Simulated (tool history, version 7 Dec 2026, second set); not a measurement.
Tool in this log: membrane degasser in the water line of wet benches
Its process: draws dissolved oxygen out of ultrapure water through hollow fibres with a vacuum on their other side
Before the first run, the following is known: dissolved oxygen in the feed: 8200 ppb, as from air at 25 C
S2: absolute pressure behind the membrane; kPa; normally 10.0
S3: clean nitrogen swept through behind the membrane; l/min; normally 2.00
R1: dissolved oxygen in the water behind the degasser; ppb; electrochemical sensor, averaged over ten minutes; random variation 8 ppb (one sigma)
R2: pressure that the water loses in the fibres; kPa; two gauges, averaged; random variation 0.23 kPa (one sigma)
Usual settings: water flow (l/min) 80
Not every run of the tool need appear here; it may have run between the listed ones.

{"run": 1, "day": 0.0, "water flow (l/min)": 80, "S2": 10.0, "S3": 2.0, "R1": 803.7, "R2": 56.88}
{"run": 2, "day": 7.242, "water flow (l/min)": 80, "S2": 10.0, "S3": 2.0, "R1": 794.6, "R2": 56.82}
{"run": 3, "day": 14.504, "water flow (l/min)": 80, "S2": 10.0, "S3": 2.0, "R1": 795.4, "R2": 56.3}
{"run": 4, "day": 20.442, "water flow (l/min)": 80, "S2": 10.0, "S3": 2.0, "R1": 794.5, "R2": 56.53}
{"run": 5, "day": 26.5, "water flow (l/min)": 80, "S2": 10.0, "S3": 2.0, "R1": 790.3, "R2": 56.52}
{"day": 33.396, "done": "vacuum gauge calibrated"}
{"run": 6, "day": 38.888, "water flow (l/min)": 80, "S2": 10.0, "S3": 2.0, "R1": 795.6, "R2": 55.9}
{"run": 7, "day": 44.217, "water flow (l/min)": 80, "S2": 10.0, "S3": 2.0, "R1": 791.1, "R2": 56.53}
{"run": 8, "day": 50.479, "water flow (l/min)": 80, "S2": 7.4, "S3": 2.0, "R1": 623.9, "R2": 56.42}
{"run": 9, "day": 61.292, "water flow (l/min)": 80, "S2": 7.4, "S3": 2.0, "R1": 618.7, "R2": 56.54}
{"run": 10, "day": 73.008, "water flow (l/min)": 80, "S2": 7.4, "S3": 2.0, "R1": 611.1, "R2": 56.73}
{"run": 11, "day": 83.992, "water flow (l/min)": 80, "S2": 12.0, "S3": 2.0, "R1": 936.5, "R2": 56.68}
{"run": 12, "day": 93.933, "water flow (l/min)": 80, "S2": 12.0, "S3": 2.0, "R1": 928.5, "R2": 56.77}
{"run": 13, "day": 106.704, "water flow (l/min)": 80, "S2": 12.0, "S3": 2.0, "R1": 930.9, "R2": 56.52}
{"run": 14, "day": 117.696, "water flow (l/min)": 80, "S2": 10.0, "S3": 2.0, "R1": 790.3, "R2": 56.47}
{"day": 122.583, "done": "membrane cartridge changed"}
{"day": 124.021, "done": "seals of the vacuum lines changed"}
{"run": 15, "day": 125.262, "water flow (l/min)": 80, "S2": 10.0, "S3": 2.0, "R1": 785.4, "R2": 56.67}
{"run": 16, "day": 137.562, "water flow (l/min)": 80, "S2": 10.0, "S3": 2.0, "R1": 795.3, "R2": 56.26}
{"run": 17, "day": 143.471, "water flow (l/min)": 80, "S2": 10.0, "S3": 2.0, "R1": 796.1, "R2": 56.61}
{"run": 18, "day": 155.233, "water flow (l/min)": 53, "S2": 7.3, "S3": 1.09, "R1": 494.0, "R2": 37.51}
{"run": 19, "day": 165.938, "water flow (l/min)": 53, "S2": 7.3, "S3": 1.09, "R1": 491.7, "R2": 37.1}
{"run": 20, "day": 171.154, "water flow (l/min)": 80, "S2": 17.4, "S3": 1.27, "R1": 1630.3, "R2": 56.51}
{"run": 21, "day": 180.088, "water flow (l/min)": 125, "S2": 10.0, "S3": 2.0, "R1": 1285.1, "R2": 87.99}
{"run": 22, "day": 191.954, "water flow (l/min)": 90, "S2": 10.3, "S3": 2.22, "R1": 886.5, "R2": 62.97}
{"run": 23, "day": 198.454, "water flow (l/min)": 90, "S2": 10.3, "S3": 2.49, "R1": 838.4, "R2": 63.34}
{"run": 24, "day": 209.45, "water flow (l/min)": 90, "S2": 10.3, "S3": 2.49, "R1": 841.4, "R2": 63.23}
{"run": 25, "day": 218.312, "water flow (l/min)": 90, "S2": 7.1, "S3": 2.49, "R1": 641.6, "R2": 63.52}
{"run": 26, "day": 224.842, "water flow (l/min)": 90, "S2": 7.1, "S3": 2.49, "R1": 650.3, "R2": 63.27}
{"run": 27, "day": 237.162, "water flow (l/min)": 52, "S2": 12.2, "S3": 1.06, "R1": 884.0, "R2": 36.8}
{"run": 28, "day": 244.117, "water flow (l/min)": 124, "S2": 10.9, "S3": 4.09, "R1": 1046.9, "R2": 87.55}

Run 29 comes next. What will it give?
{"run": 29, "day": 252.15, "water flow (l/min)": 97, "S2": 11.8, "S3": 2.0, "R1": "?", "R2": "?"}

{"run 29": {"R1": 1113.8, "R2": 68.44}}
Take away the tool's hidden state, keep the run-to-run variation as it was, and the same run would have given R1 1112.1 ppb, R2 68.37 kPa.
